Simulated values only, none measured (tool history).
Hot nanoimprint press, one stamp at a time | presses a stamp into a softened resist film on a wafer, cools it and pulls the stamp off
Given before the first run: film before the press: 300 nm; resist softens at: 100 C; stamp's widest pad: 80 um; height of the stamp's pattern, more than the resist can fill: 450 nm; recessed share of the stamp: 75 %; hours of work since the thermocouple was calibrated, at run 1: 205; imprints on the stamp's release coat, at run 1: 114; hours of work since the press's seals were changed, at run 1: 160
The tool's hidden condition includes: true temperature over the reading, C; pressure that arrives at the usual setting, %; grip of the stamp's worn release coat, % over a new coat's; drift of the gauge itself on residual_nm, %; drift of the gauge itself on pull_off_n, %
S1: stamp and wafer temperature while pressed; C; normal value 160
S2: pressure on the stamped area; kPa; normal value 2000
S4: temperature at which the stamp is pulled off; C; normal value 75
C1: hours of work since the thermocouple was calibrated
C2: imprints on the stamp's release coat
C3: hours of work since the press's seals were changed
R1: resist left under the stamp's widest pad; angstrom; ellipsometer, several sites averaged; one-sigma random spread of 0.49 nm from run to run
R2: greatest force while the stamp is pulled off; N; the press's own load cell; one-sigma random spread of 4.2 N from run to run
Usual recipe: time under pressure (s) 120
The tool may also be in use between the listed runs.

Run 1, hour 0: usual settings; C1 205; C2 114; C3 160. Result: R1 1756 angstrom, R2 199 N.
Run 2, hour 52.7: usual settings; C1 229; C2 218; C3 184. Result: R1 1749 angstrom, R2 208 N.
Run 3, hour 116: usual settings; C1 258; C2 344; C3 213. Result: R1 1756 angstrom, R2 209 N.
Run 4, hour 181.5: usual settings; C1 289; C2 473; C3 243. Result: R1 1744 angstrom, R2 207 N.
Run 5, hour 277.2: usual settings but S4 83 C; C1 332; C2 662; C3 287. Result: R1 1746 angstrom, R2 158 N.
Run 6, hour 365.6: usual settings but S4 83 C; C1 373; C2 837; C3 327. Result: R1 1750 angstrom, R2 160 N.
Run 7, hour 411.3: usual settings but S1 151 C; C1 394; C2 927; C3 348. Result: R1 2238 angstrom, R2 206 N.
Run 8, hour 491: usual settings but S1 151 C; C1 431; C2 1085; C3 385. Result: R1 2239 angstrom, R2 200 N.
Run 9, hour 552.8: usual settings but S1 151 C; C1 459; C2 1207; C3 413. Result: R1 2236 angstrom, R2 206 N.
At hour 626.7: stamp cleaned and given a new release coat.
Run 10, hour 636: usual settings but S2 1950 kPa; C1 494; C2 19; C3 449. Result: R1 1759 angstrom, R2 201 N.
At hour 645: plate thermocouple calibrated.
Run 11, hour 680.3: usual settings but S2 1950 kPa; C1 16; C2 100; C3 468. Result: R1 1748 angstrom, R2 204 N.
Run 12, hour 726.4: usual settings but S2 1950 kPa; C1 37; C2 192; C3 489. Result: R1 1744 angstrom, R2 211 N.
Run 13, hour 793.2: usual settings but S2 1950 kPa; C1 68; C2 324; C3 520. Result: R1 1749 angstrom, R2 215 N.
Run 14, hour 832.9: usual settings but S2 1950 kPa; C1 86; C2 402; C3 538. Result: R1 1743 angstrom, R2 204 N.
Run 15, hour 877.3: usual settings; C1 107; C2 490; C3 558. Result: R1 1731 angstrom, R2 200 N.
Run 16, hour 964.1: usual settings but S1 166 C, S2 2490 kPa, time under pressure (s) 70, S4 76 C; C1 147; C2 662; C3 598. Result: R1 1591 angstrom, R2 196 N.
Run 17, hour 1040.5: usual settings but S1 152 C, S2 1630 kPa, time under pressure (s) 70, S4 76 C; C1 182; C2 813; C3 633. Result: R1 2486 angstrom, R2 202 N.
Run 18, hour 1084.2: usual settings but S1 165 C, S2 1840 kPa, time under pressure (s) 70, S4 76 C; C1 202; C2 899; C3 653. Result: R1 1816 angstrom, R2 206 N.
Run 19, hour 1170.2: usual settings but S1 149 C, S2 2180 kPa, time under pressure (s) 81, S4 77 C; C1 241; C2 1069; C3 693. Result: R1 2444 angstrom, R2 193 N.
Run 20, hour 1256.3: usual settings but S1 149 C, S2 2180 kPa, time under pressure (s) 81, S4 77 C; C1 281; C2 1239; C3 732. Result: R1 2435 angstrom, R2 191 N.
At hour 1313.2: stamp cleaned and given a new release coat.
Run 21, hour 1338.5: usual settings but S1 150 C, S2 2580 kPa, time under pressure (s) 85, S4 62 C; C1 316; C2 50; C3 767. Result: R1 2284 angstrom, R2 281 N.
At hour 1360.1: press's hydraulic seals changed and the load cell set to zero.
Run 22, hour 1441.9: usual settings but S1 155 C, S2 1890 kPa, time under pressure (s) 74, S4 73 C; C1 360; C2 239; C3 38. Result: R1 2251 angstrom, R2 211 N.
At hour 1456.7: gauge calibrated.
Run 23, hour 1517.4: usual settings but S1 162 C, S2 1280 kPa, time under pressure (s) 89, S4 79 C; C1 394; C2 388; C3 72. Result: R1 2087 angstrom, R2 175 N.
Run 24, hour 1569.7: usual settings but S1 159 C; C1 418; C2 491; C3 96. Result: R1 1804 angstrom, R2 200 N.
Run 25, hour 1647.6: usual settings but S1 157 C, S2 1970 kPa, time under pressure (s) 144, S4 65 C; C1 454; C2 645; C3 132. Result: R1 1810 angstrom, R2 262 N.
Run 26, hour 1735.9: usual settings but S1 154 C, S2 2310 kPa, S4 70 C; C1 495; C2 820; C3 173. Result: R1 2003 angstrom, R2 241 N.
At hour 1752.2: plate thermocouple calibrated.
Run 27, hour 1798.4: usual settings but time under pressure (s) 163; C1 21; C2 938; C3 200. Result: R1 1577 angstrom, R2 202 N.
Run 28, hour 1873.8: usual settings but S1 157 C, S2 1560 kPa; C1 56; C2 1086; C3 234. Result: R1 2050 angstrom, R2 207 N.
Run 29, hour 1955.5: usual settings but S1 157 C, S2 1560 kPa; C1 93; C2 1248; C3 272. Result: R1 2046 angstrom, R2 204 N.

What if the next run were any one of these 4? Each begins from the tool's condition after run 29:
At hour 2005: stamp cleaned and given a new release coat.
Run A, hour 2033.9: usual settings but S1 157 C, S2 1560 kPa, S4 83 C; C1 127; C2 57; C3 305. Result: R1 ?, R2 ?.
At hour 2005: stamp cleaned and given a new release coat.
Run B, hour 2033.9: usual settings but S1 151 C, time under pressure (s) 108; C1 127; C2 57; C3 305. Result: R1 ?, R2 ?.
At hour 2005: stamp cleaned and given a new release coat.
Run C, hour 2033.9: usual settings but S2 2180 kPa, time under pressure (s) 85, S4 73 C; C1 127; C2 57; C3 305. Result: R1 ?, R2 ?.
At hour 2005: stamp cleaned and given a new release coat.
Run D, hour 2033.9: usual settings but S1 169 C, S2 1560 kPa; C1 127; C2 57; C3 305. Result: R1 ?, R2 ?.

run    R1   R2
  A  2051  157
  B  2284  202
  C  1881  211
  D  1443  191
With no hidden state in the tool, these same runs would have given:
run    R1   R2
  A  2070  157
  B  2305  201
  C  1898  211
  D  1457  191
